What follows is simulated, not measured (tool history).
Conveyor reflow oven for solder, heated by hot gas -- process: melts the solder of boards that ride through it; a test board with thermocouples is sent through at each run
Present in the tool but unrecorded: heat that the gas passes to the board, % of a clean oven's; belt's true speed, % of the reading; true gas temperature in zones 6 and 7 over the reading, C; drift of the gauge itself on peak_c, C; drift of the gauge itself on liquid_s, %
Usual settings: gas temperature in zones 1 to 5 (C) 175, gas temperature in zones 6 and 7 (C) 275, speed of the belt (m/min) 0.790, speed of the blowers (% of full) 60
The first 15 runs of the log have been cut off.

run,day,gas temperature in zones 1 to 5 (C),gas temperature in zones 6 and 7 (C),speed of the belt (m/min),speed of the blowers (% of full),hours of work since the flux was cleaned out,hours of work since the belt drive was overhauled,hours of work since the thermocouples were changed,highest temperature of the board (C),time above the solder's melting point (s)
16,7.621,175,275,0.870,60,81,225,597,257.2,43.52
17,8.154,175,275,0.870,60,91,235,607,257.0,43.60
18,8.562,186,275,0.870,54,99,243,615,257.0,46.49
19,9.188,175,284,0.790,60,111,255,627,268.3,53.67
20,9.571,175,284,0.790,60,118,262,634,268.1,53.60
21,9.838,175,284,0.772,75,123,267,639,273.1,56.70
22,10.346,175,284,0.772,75,133,277,649,272.8,56.63
23,10.733,178,276,0.772,58,140,284,656,261.7,52.92
24,11.258,175,275,0.790,67,150,294,666,261.9,51.21
25,11.692,178,268,0.790,65,158,302,674,255.4,49.06

Run 26 has not been measured yet. What should we expect?
26,12.062,184,275,0.844,60,166,310,681,?,?

{"run 26": {"highest temperature of the board (C)": 259.5, "time above the solder's melting point (s)": 48.9}}
With no hidden state in the tool, this same run would have given highest temperature of the board (C) 259.6, time above the solder's melting point (s) 48.93.

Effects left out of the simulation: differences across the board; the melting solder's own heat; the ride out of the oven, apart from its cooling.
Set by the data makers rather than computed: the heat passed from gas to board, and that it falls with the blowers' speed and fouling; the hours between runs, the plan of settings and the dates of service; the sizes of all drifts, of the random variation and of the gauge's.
